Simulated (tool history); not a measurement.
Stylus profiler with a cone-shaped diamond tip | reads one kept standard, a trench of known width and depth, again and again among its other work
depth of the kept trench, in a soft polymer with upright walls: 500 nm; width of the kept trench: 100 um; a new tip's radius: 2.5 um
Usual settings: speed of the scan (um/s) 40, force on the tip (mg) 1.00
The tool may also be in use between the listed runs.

run	day	speed of the scan (um/s)	force on the tip (mg)	depth of the trench (Å)	width of the trench's floor (µm)
1	0.000	40	1.00	5031.8	94.92
2	1.617	40	1.00	5029.6	94.89
3	3.304	40	1.00	5031.1	94.85
4	5.396	40	1.00	5029.6	94.77
# day 5.638: height scale calibrated on a step standard
# day 6.871: new tip fitted, height scale calibrated
5	7.133	40	1.00	5039.3	96.88
6	8.329	40	1.00	5039.7	96.84
7	10.250	40	1.00	5041.2	96.76
8	12.617	32	2.18	5065.3	96.72
9	13.925	41	0.84	5034.9	96.61
10	16.475	41	0.84	5032.8	96.58
11	17.775	25	2.10	5062.4	96.53
12	19.254	33	2.04	5062.4	96.44

The same runs without the tool's hidden state, with the same run-to-run variation:
The hidden state here: radius of the tip, um; height scale over the true one, %; drift of the gauge itself on depth_nm, %; drift of the gauge itself on floor_um, %.
run	depth of the trench (Å)	width of the trench's floor (µm)
1	5038.9	96.89
2	5036.8	96.90
3	5038.5	96.88
4	5037.1	96.85
5	5037.4	96.91
6	5037.9	96.91
7	5039.6	96.89
8	5063.9	96.94
9	5033.6	96.86
10	5031.7	96.91
11	5061.5	96.90
12	5061.6	96.85

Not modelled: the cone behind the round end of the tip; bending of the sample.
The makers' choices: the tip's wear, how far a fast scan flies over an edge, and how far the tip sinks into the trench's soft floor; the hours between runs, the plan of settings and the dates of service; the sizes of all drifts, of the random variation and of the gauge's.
